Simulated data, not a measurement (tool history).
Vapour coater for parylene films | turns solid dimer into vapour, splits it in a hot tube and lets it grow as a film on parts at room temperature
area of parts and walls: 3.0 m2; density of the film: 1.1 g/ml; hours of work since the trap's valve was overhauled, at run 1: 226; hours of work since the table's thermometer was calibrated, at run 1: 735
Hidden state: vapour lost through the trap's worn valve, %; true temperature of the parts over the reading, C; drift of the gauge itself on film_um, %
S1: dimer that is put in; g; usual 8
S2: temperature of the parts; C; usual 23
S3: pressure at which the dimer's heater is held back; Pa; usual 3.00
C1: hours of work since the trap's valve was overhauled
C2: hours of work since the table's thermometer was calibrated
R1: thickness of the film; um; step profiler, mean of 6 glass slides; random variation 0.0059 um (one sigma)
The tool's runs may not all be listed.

run      day  S1  S2     S3   C1    C2     R1
  1    0.000   8  23   3.00  226   735  1.652
  2    2.333   8  23   2.05  260   770  1.791
  3    5.354   8  23   2.05  305   815  1.781
  4    6.888   8  23   3.00  328   838  1.656
  5    9.046   8  23   3.00  360   870  1.649
  6   12.233   8  23   3.00  408   917  1.638
  7   13.800   8  23   4.93  431   941  1.479
  8   16.175   4  23   3.00  466   976  0.811
  9   17.846   4  23   7.28  491  1001  0.672
 10   19.438   4  23   7.28  515  1024  0.679
 11   21.100   4  23   7.28  540  1049  0.676
 12   23.017   4  23   7.28  568  1078  0.670
      25.154  -- trap's valve overhauled
 13   26.271   8  23   4.65   17  1124  1.558
 14   28.692   7  23   3.00   53  1160  1.485
 15   30.029   7  23   3.00   73  1180  1.482
 16   31.979   7  23   3.00  102  1209  1.471
 17   35.021   7  23   3.00  147  1254  1.473
 18   36.412   8  23   3.00  168  1275  1.670
 19   39.425   8  28   3.00  212  1320  1.502
 20   41.825   8  28   3.00  248  1355  1.499
 21   44.321   8  28   3.00  285  1392  1.482
 22   46.950   8  28   3.00  324  1432  1.499
 23   49.762   8  28   3.00  366  1474  1.483
 24   51.321   8  28   3.00  390  1497  1.477
 25   53.017   8  34   3.41  415  1522  1.273
 26   55.329   8  31  11.24  449  1556  1.062
 27   57.600  11  31   9.82  483  1590  1.495
 28   59.388  11  31   9.82  510  1617  1.492
 29   62.271  11  31   9.82  553  1660  1.475
      65.367  -- trap's valve overhauled
 30   65.367   5  34   8.83    0  1703  0.679
      65.704  -- table's thermometer calibrated
 31   66.746   5  34   8.83   20    16  0.664
 32   68.792   8  25   2.01   50    46  1.764
 33   70.379   6  25   3.15   74    70  1.205
 34   73.117   4  18   3.15  115   110  0.928
 35   76.208   4  18   7.00  161   156  0.784
 36   78.729   4  28   4.12  198   194  0.697
      80.833  -- table's thermometer calibrated, once more
 37   81.500  12  28   4.12  239    10  2.133
 38   82.788  12  28   4.12  258    29  2.118
 39   85.938  12  28   4.12  305    76  2.128
 40   87.750  12  28   4.12  332   103  2.125
 41   90.721   5  19   3.00  376   147  1.139
 42   92.812   5  19   3.00  407   178  1.133
 43   94.354   5  18   3.00  430   201  1.147
 44   96.521   5  23   3.00  463   234  1.037
 45   98.217   5  23   3.00  488   259  1.033
 46  100.454   8  22   3.65  521   292  1.628

Hidden state at the last listed run before each entry between runs and at the first one after, where it differs:
Between runs 12 and 13: trap's valve overhauled (day 25.154)
  vapour lost through the trap's worn valve, %: 5.5 -> 0.4; true temperature of the parts over the reading, C: 0.24 -> 0.25
  measured less the result without the state, R1: -0.043 -> -0.013 um
Between runs 29 and 30: trap's valve overhauled (day 65.367)
  vapour lost through the trap's worn valve, %: 4.7 -> 0.1; true temperature of the parts over the reading, C: 0.39 -> 0.4
  measured less the result without the state, R1: -0.087 -> -0.006 um
Between runs 30 and 31: table's thermometer calibrated (day 65.704)
  vapour lost through the trap's worn valve, %: 0.1 -> 0.2; true temperature of the parts over the reading, C: 0.4 -> 0.47
  measured less the result without the state, R1: -0.006 -> -0.008 um
Between runs 36 and 37: table's thermometer calibrated, once more (day 80.833)
  vapour lost through the trap's worn valve, %: 1.6 -> 1.9; true temperature of the parts over the reading, C: 0.51 -> -0.17
  measured less the result without the state, R1: -0.020 -> -0.035 um
